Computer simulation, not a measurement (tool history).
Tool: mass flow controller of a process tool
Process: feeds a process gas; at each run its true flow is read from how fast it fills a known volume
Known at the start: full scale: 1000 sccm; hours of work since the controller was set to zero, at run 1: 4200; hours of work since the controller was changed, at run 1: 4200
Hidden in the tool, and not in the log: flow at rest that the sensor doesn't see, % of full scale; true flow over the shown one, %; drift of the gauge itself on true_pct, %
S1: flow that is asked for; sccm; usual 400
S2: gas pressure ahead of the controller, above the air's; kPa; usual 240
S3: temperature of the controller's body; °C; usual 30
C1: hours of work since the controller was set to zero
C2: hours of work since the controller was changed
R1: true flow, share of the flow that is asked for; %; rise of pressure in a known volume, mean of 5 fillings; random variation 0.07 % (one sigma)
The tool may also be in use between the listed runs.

run	hour	S1	S2	S3	C1	C2	R1
1	0.0	400	240	30	4200	4200	101.76
2	185.2	400	240	30	4264	4264	101.73
3	373.0	400	240	30	4330	4330	101.79
4	593.9	400	240	30	4407	4407	101.82
5	763.4	400	240	30	4466	4466	101.81
6	971.1	400	240	30	4538	4538	101.88
7	1263.9	400	240	30	4640	4640	101.78
# hour 1326.0: controller's zero set anew
8	1610.7	400	240	30	99	4760	102.43
9	1766.3	400	240	30	153	4815	102.49
10	1921.9	400	231	30	207	4869	102.40
11	2091.8	400	240	37	267	4928	101.86
12	2346.1	400	240	37	355	5016	102.04
13	2615.1	400	240	28	449	5110	102.80
14	2833.7	400	240	30	525	5186	102.71
# hour 2877.3: controller's zero set anew, once more
15	3068.4	400	240	30	67	5268	100.88
16	3247.7	400	240	23	129	5330	101.62
17	3607.0	400	240	30	254	5455	101.03
18	3800.0	400	240	30	321	5522	100.98
19	4143.2	400	236	30	441	5642	101.04
20	4421.5	400	236	30	538	5739	101.15
21	4683.1	400	236	30	629	5830	101.13
22	4987.6	400	236	30	735	5936	101.21
23	5291.4	400	236	30	840	6042	101.36
24	5488.2	400	240	30	909	6110	101.44
25	5718.4	400	246	30	989	6190	101.41
26	5951.6	126	240	20	1070	6271	102.68
27	6166.3	126	240	20	1145	6346	102.79
28	6519.4	126	240	20	1268	6469	102.82
29	6881.8	126	240	20	1394	6595	103.13
30	7178.6	512	211	22	1497	6698	102.23
31	7409.9	400	240	36	1578	6779	101.17
32	7588.4	685	196	36	1640	6841	101.16
33	7857.1	112	240	25	1733	6935	103.17
34	8024.5	213	240	24	1792	6993	102.61
35	8289.9	213	240	24	1884	7085	102.61
36	8592.0	213	240	24	1989	7190	102.85
37	8779.1	213	240	24	2054	7256	102.85
38	9089.9	549	218	33	2163	7364	101.60
39	9386.2	549	218	33	2266	7467	101.77
40	9540.8	353	240	28	2320	7521	102.29
41	9730.4	353	240	28	2386	7587	102.38
42	9941.6	363	240	30	2459	7660	102.23
43	10247.1	268	252	26	2565	7767	103.02
44	10425.3	978	202	23	2627	7829	103.14
45	10749.0	212	202	22	2740	7941	103.44
46	11037.3	212	202	22	2840	8042	103.35
47	11268.1	225	240	27	2921	8122	103.29
48	11452.2	227	240	27	2985	8186	103.29
49	11805.0	361	240	26	3108	8309	103.20

Measured less the same run without the tool's hidden state. The same run-to-run variation is in both; the gauge's scatter may not be:
run	R1
1	+2.72
2	+2.76
3	+2.80
4	+2.84
5	+2.88
6	+2.92
7	+2.98
8	+3.53
9	+3.56
10	+3.60
11	+3.63
12	+3.68
13	+3.73
14	+3.79
15	+1.92
16	+1.95
17	+2.02
18	+2.06
19	+2.13
20	+2.19
21	+2.25
22	+2.31
23	+2.37
24	+2.42
25	+2.46
26	+3.21
27	+3.31
28	+3.46
29	+3.61
30	+2.67
31	+2.82
32	+2.65
33	+4.23
34	+3.41
35	+3.48
36	+3.57
37	+3.62
38	+2.99
39	+3.05
40	+3.35
41	+3.39
42	+3.42
43	+3.77
44	+3.00
45	+4.21
46	+4.29
47	+4.27
48	+4.31
49	+3.82
